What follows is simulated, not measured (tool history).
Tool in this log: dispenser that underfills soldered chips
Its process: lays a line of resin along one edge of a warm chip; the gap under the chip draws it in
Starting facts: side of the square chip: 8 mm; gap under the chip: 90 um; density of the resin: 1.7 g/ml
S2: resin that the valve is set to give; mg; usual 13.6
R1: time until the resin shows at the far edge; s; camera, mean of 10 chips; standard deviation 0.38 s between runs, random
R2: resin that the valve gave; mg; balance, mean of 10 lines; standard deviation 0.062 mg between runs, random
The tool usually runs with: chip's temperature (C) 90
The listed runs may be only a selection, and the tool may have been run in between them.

run 1 hour=0 | chip's_temperature_(C)=90 S2=13.6 | R1=32.6 R2=13.65
-- hour=2.6 new syringe of resin
run 2 hour=4.7 | chip's_temperature_(C)=90 S2=12.9 | R1=24.1 R2=12.85
run 3 hour=7.7 | chip's_temperature_(C)=90 S2=11.7 | R1=27.1 R2=11.63
run 4 hour=13.7 | chip's_temperature_(C)=90 S2=11.7 | R1=32 R2=11.56
run 5 hour=17.3 | chip's_temperature_(C)=90 S2=11.7 | R1=33.8 R2=11.52
-- hour=20.5 new syringe of resin
run 6 hour=23 | chip's_temperature_(C)=90 S2=13.6 | R1=24.1 R2=13.47
run 7 hour=29.7 | chip's_temperature_(C)=90 S2=13.6 | R1=28.4 R2=13.4
run 8 hour=35.2 | chip's_temperature_(C)=90 S2=13.6 | R1=33 R2=13.29
-- hour=38.2 new syringe of resin
run 9 hour=41.2 | chip's_temperature_(C)=90 S2=16.2 | R1=23.5 R2=15.78
run 10 hour=45 | chip's_temperature_(C)=90 S2=16.2 | R1=26.5 R2=15.84
run 11 hour=49.7 | chip's_temperature_(C)=90 S2=16.2 | R1=29.5 R2=15.77
run 12 hour=53.4 | chip's_temperature_(C)=82 S2=14.1 | R1=45.3 R2=13.67
-- hour=55.9 new syringe of resin
run 13 hour=59.5 | chip's_temperature_(C)=82 S2=14.1 | R1=34.4 R2=13.64
run 14 hour=64.8 | chip's_temperature_(C)=94 S2=12.7 | R1=24.5 R2=12.19

Estimate the outcome of run 15 from the log above:
run 15 hour=70.1 | chip's_temperature_(C)=80 S2=14.4 | R1=? R2=?

R1: 48.9 s
R2: 13.65 mg
Take away the tool's hidden state, keep the run-to-run variation as it was, and the same run would have given R1 34.2 s, R2 14.27 mg.
